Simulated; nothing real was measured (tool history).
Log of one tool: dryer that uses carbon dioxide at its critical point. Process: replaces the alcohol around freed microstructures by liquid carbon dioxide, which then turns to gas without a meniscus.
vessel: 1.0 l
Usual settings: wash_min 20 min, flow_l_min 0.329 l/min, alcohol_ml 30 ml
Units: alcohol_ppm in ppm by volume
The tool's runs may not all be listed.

run    day  wash_min  flow_l_min  alcohol_ml  alcohol_ppm
  1      0        20       0.329          30          157
  2  0.338        20       0.329          30          156
  3   0.55        13       0.329          30          929
  4  0.912        13       0.329          30          928
  5  1.275        13       0.329          30          934
  6  1.554        13       0.235          30         2474
  7  1.962        24       0.235          30          315
  8   2.15        20       0.329          60          312
  9  2.354        20       0.329          60          314
 10  2.612        20       0.329          60          314
 11    2.8        20       0.329          30          171
 12  3.183        20       0.329          30          163
 13  3.388        20       0.329          36          188
 14  3.571        21       0.265          78          866
 15  3.775        21       0.265          78          855
 16  4.129        21       0.265          78          895
 17    4.4        14       0.265          96         4799
 18  4.617        14       0.265          96         4834
 19  5.008        20       0.199          64         2427
 20  5.288        20       0.199          64         2509
 21  5.588        20       0.329         108          600
 22  5.896        12       0.329          78         3434
 23  6.312        31        0.25          77          190
 24  6.492        31        0.25          77          178
 25  6.771        25       0.456          25           30

Measured less the same run without the tool's hidden state. The same run-to-run variation is in both; the gauge's scatter may not be:
The hidden state here: flow that reaches the vessel past the clogged filter, %; alcohol in the recycled carbon dioxide, ppm; drift of the gauge itself on alcohol_ppm, %.
run  alcohol_ppm
  1          +30
  2          +31
  3          +99
  4         +103
  5         +110
  6         +211
  7          +60
  8          +66
  9          +68
 10          +71
 11          +44
 12          +46
 13          +52
 14         +168
 15         +170
 16         +183
 17         +662
 18         +682
 19         +389
 20         +411
 21         +161
 22         +573
 23          +70
 24          +68
 25          +24
